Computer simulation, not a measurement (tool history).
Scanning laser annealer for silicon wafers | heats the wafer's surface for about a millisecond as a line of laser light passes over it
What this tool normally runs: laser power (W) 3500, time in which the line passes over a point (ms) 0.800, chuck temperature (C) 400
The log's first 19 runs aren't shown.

run,hour,laser power (W),time in which the line passes over a point (ms),chuck temperature (C),highest temperature of the surface (C)
20,258.1,3500,0.762,400,1194
21,270.0,3500,0.762,400,1191
22,282.6,3500,0.632,383,1113
23,296.8,3500,0.632,383,1111
24,306.2,3500,0.632,383,1113
# hour 309.3: window over the wafer cleaned
25,322.4,3790,0.793,364,1245
26,335.9,3829,0.864,400,1331
27,354.7,3609,0.862,366,1235
28,371.0,3446,0.882,417,1246
29,387.0,3202,0.712,426,1115
# hour 401.1: window over the wafer cleaned, once more
30,402.7,3463,0.765,425,1216
31,421.2,3463,0.765,425,1213
32,433.6,3353,0.610,425,1112
33,445.9,3353,0.610,425,1111
34,460.3,3105,0.957,400,1166
35,476.2,3105,0.957,400,1168
36,494.0,3105,0.957,417,1187
37,512.1,3487,0.978,388,1277
38,531.4,3783,0.952,372,1339
39,547.6,3500,0.800,422,1239
40,565.7,3500,0.698,366,1128

Predict each of these 4 candidate next runs independently; none follows another, all start after run 40:
A,581.8,3500,0.698,431,?
B,581.8,3554,0.846,376,?
C,581.8,3512,0.837,426,?
D,581.8,3726,0.676,362,?

run,highest temperature of the surface (C)
A,1194
B,1227
C,1263
D,1177
The same runs, with their run-to-run variation unchanged, on a tool lacking any hidden condition would have given:
run,highest temperature of the surface (C)
A,1198
B,1231
C,1266
D,1181
